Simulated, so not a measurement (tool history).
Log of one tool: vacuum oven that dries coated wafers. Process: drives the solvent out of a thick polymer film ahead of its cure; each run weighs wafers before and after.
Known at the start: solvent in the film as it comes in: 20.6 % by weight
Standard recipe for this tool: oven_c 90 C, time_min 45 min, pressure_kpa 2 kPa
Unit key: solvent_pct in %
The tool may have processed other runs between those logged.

run     day  oven_c  time_min  pressure_kpa  solvent_pct
  1       0      90        45             2         1.62
  2   1.575      90        45             2         1.61
  3   4.075      98        45             2         0.69
  4   6.967      98        45             2         0.81
  5    8.55      98        78             2         0.59
  6  11.067      91        45             2          1.4
     11.371  -- oven's thermocouples calibrated
  7  14.208      90        61             2         1.31
     17.438  -- oven's thermocouples calibrated, once more
  8  17.438      90        61             2         0.93
  9  20.575      90        61             2         0.98
 10  23.308      86        26          1.32         4.21
 11  25.129      86        37          1.32         2.49
 12  27.375      86        37          1.32         2.48
 13  30.108      86        71          3.91         1.93
 14  32.046      92        36             2         1.59
 15  34.796      89        33          1.84         2.49
 16  37.975     102        24          1.79          1.1
 17  39.583     102        24          1.79         1.02

Each row is a separate what-if for the run after 17, all from the same tool condition, not one after another. Results?
  A  42.938      86        45          2.07            ?
  B  42.938      84        38          1.79            ?
  C  42.938      89        46          7.73            ?
  D  42.938      97        73          1.58            ?

run  solvent_pct
  A         2.15
  B         3.11
  C         3.44
  D          0.5
The same runs, with their run-to-run variation unchanged, on a tool lacking any hidden condition would have given:
run  solvent_pct
  A         1.94
  B         2.87
  C         3.23
  D         0.39

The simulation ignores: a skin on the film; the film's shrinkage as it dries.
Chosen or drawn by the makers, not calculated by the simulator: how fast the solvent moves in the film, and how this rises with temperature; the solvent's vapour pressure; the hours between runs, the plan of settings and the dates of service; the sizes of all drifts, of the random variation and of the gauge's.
